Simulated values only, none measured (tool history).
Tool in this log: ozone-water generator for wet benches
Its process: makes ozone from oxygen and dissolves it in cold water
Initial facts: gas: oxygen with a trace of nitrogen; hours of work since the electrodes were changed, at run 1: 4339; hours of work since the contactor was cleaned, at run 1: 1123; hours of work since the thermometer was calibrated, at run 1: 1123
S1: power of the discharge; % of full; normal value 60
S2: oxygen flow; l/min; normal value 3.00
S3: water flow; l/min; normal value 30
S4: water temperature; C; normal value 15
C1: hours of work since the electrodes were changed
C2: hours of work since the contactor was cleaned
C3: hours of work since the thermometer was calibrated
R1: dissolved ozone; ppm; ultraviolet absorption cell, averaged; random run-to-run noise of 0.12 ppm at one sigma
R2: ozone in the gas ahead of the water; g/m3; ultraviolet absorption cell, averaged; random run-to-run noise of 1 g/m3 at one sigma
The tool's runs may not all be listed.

| run | hour | S1 | S2 | S3 | S4 | C1 | C2 | C3 | R1 | R2 |
|---|---|---|---|---|---|---|---|---|---|---|
| 1 | 0.0 | 60 | 3.00 | 30 | 15 | 4339 | 1123 | 1123 | 11.7 | 181.2 |
| 2 | 107.2 | 60 | 3.00 | 30 | 15 | 4432 | 1215 | 1215 | 11.7 | 180.8 |
| 3 | 233.5 | 60 | 3.00 | 30 | 15 | 4540 | 1324 | 1324 | 12.1 | 179.9 |
| 4 | 345.7 | 60 | 3.00 | 30 | 15 | 4637 | 1420 | 1420 | 12.0 | 179.4 |
| 5 | 544.8 | 60 | 3.03 | 30 | 15 | 4808 | 1592 | 1592 | 12.1 | 178.2 |
| 6 | 748.8 | 60 | 3.00 | 30 | 15 | 4984 | 1767 | 1767 | 11.8 | 178.1 |
| 7 | 947.5 | 60 | 3.00 | 30 | 15 | 5155 | 1938 | 1938 | 12.0 | 178.0 |
| 8 | 1109.4 | 60 | 3.00 | 30 | 15 | 5294 | 2078 | 2078 | 11.9 | 177.6 |
| 9 | 1277.1 | 60 | 3.00 | 30 | 15 | 5439 | 2222 | 2222 | 12.1 | 175.7 |
| 10 | 1491.8 | 40 | 3.00 | 30 | 15 | 5623 | 2407 | 2407 | 8.2 | 124.8 |
| 11 | 1630.4 | 60 | 3.00 | 23 | 15 | 5743 | 2526 | 2526 | 15.2 | 175.0 |
| 12 | 1789.0 | 60 | 3.00 | 23 | 15 | 5879 | 2662 | 2662 | 15.1 | 174.9 |
|  | 1809.0 | gauge calibrated |
| 13 | 1948.9 | 60 | 3.00 | 26 | 15 | 6017 | 2800 | 2800 | 13.6 | 178.2 |
| 14 | 2161.6 | 60 | 3.00 | 30 | 11 | 6200 | 2983 | 2983 | 12.3 | 178.4 |
| 15 | 2331.1 | 60 | 3.00 | 19 | 15 | 6346 | 3129 | 3129 | 17.7 | 180.0 |
| 16 | 2449.1 | 60 | 3.00 | 19 | 15 | 6447 | 3231 | 3231 | 17.7 | 177.8 |
| 17 | 2589.5 | 60 | 3.00 | 19 | 10 | 6568 | 3351 | 3351 | 18.5 | 177.2 |
| 18 | 2720.0 | 46 | 3.00 | 30 | 20 | 6680 | 3464 | 3464 | 9.0 | 140.9 |
| 19 | 2896.1 | 60 | 4.12 | 30 | 15 | 6832 | 3615 | 3615 | 13.4 | 159.3 |
| 20 | 3057.9 | 97 | 3.00 | 18 | 12 | 6971 | 3755 | 3755 | 28.9 | 270.0 |
| 21 | 3186.3 | 97 | 3.00 | 18 | 12 | 7082 | 3865 | 3865 | 29.1 | 268.2 |
| 22 | 3379.4 | 97 | 3.00 | 18 | 12 | 7248 | 4031 | 4031 | 29.1 | 265.2 |
| 23 | 3473.1 | 82 | 2.63 | 22 | 15 | 7329 | 4112 | 4112 | 19.5 | 240.3 |
| 24 | 3589.6 | 82 | 2.63 | 22 | 15 | 7429 | 4212 | 4212 | 19.6 | 240.1 |
| 25 | 3758.3 | 82 | 2.63 | 22 | 15 | 7574 | 4357 | 4357 | 19.8 | 240.1 |
| 26 | 3906.6 | 82 | 5.06 | 22 | 7 | 7702 | 4485 | 4485 | 26.7 | 187.4 |
| 27 | 4074.2 | 64 | 5.06 | 41 | 7 | 7846 | 4629 | 4629 | 12.1 | 152.3 |
| 28 | 4261.4 | 91 | 5.06 | 44 | 13 | 8007 | 4790 | 4790 | 14.8 | 205.6 |
|  | 4329.1 | water thermometer calibrated |
|  | 4401.1 | contactor cleaned |
| 29 | 4446.0 | 91 | 5.06 | 44 | 13 | 8162 | 39 | 97 | 14.7 | 202.5 |
| 30 | 4634.1 | 78 | 3.00 | 30 | 22 | 8324 | 201 | 259 | 14.2 | 216.5 |

Forecast run 31:
| 31 | 4776.4 | 78 | 3.00 | 30 | 22 | 8447 | 323 | 382 | ? | ? |

Logged for run 31: R1 14.2 ppm, R2 215.1 g/m3.
With no hidden state in the tool, this same run would have given R1 14.2 ppm, R2 226.7 g/m3.
